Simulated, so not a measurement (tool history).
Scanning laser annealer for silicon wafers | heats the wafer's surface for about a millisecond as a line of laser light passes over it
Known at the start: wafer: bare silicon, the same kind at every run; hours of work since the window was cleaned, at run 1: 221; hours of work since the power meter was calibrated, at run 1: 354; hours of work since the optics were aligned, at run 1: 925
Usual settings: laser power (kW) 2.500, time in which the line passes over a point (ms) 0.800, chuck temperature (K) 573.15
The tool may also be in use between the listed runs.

| run | hour | laser power (kW) | time in which the line passes over a point (ms) | chuck temperature (K) | hours of work since the window was cleaned | hours of work since the power meter was calibrated | hours of work since the optics were aligned | highest temperature of the surface (K) |
|---|---|---|---|---|---|---|---|---|
| 1 | 0.0 | 2.500 | 0.800 | 573.15 | 221 | 354 | 925 | 1321.15 |
| 2 | 17.1 | 2.500 | 0.800 | 573.15 | 233 | 366 | 936 | 1322.15 |
| 3 | 32.5 | 2.500 | 0.800 | 573.15 | 243 | 376 | 947 | 1322.15 |
| 4 | 41.2 | 2.227 | 0.800 | 573.15 | 249 | 382 | 952 | 1226.15 |
| 5 | 54.1 | 2.500 | 0.982 | 573.15 | 257 | 390 | 961 | 1406.15 |
| 6 | 63.8 | 2.500 | 0.982 | 573.15 | 264 | 397 | 967 | 1406.15 |
| 7 | 74.1 | 2.362 | 0.800 | 573.15 | 271 | 404 | 974 | 1271.15 |
| 8 | 90.5 | 2.500 | 0.800 | 597.15 | 281 | 414 | 985 | 1346.15 |
| 9 | 101.6 | 2.500 | 0.800 | 597.15 | 289 | 422 | 993 | 1346.15 |
| 10 | 113.8 | 2.500 | 0.800 | 573.15 | 297 | 430 | 1001 | 1322.15 |
| 11 | 130.8 | 2.500 | 0.800 | 573.15 | 308 | 441 | 1012 | 1323.15 |
| 12 | 140.3 | 2.500 | 0.800 | 573.15 | 315 | 448 | 1018 | 1323.15 |
| 13 | 154.6 | 2.500 | 0.800 | 573.15 | 324 | 457 | 1028 | 1323.15 |
| 14 | 169.7 | 2.500 | 0.830 | 573.15 | 334 | 467 | 1038 | 1334.15 |
| 15 | 183.6 | 2.500 | 0.633 | 573.15 | 343 | 477 | 1047 | 1239.15 |
| 16 | 192.2 | 2.500 | 0.800 | 573.15 | 349 | 482 | 1053 | 1321.15 |
| 17 | 203.4 | 2.500 | 0.800 | 573.15 | 357 | 490 | 1060 | 1321.15 |
| 18 | 221.2 | 2.625 | 0.800 | 573.15 | 368 | 502 | 1072 | 1369.15 |
| 19 | 238.0 | 2.625 | 0.800 | 573.15 | 380 | 513 | 1084 | 1366.15 |
| 20 | 255.6 | 2.625 | 0.800 | 573.15 | 391 | 524 | 1095 | 1371.15 |
| 21 | 273.9 | 2.663 | 0.639 | 586.15 | 404 | 537 | 1107 | 1306.15 |

Run 22 comes next. What will it give?
| 22 | 291.7 | 2.648 | 0.985 | 561.15 | 415 | 549 | 1119 | ? |

Run 22 gave highest temperature of the surface (K) 1456.15.
Without the tool's hidden state the same run would have given highest temperature of the surface (K) 1456.15.
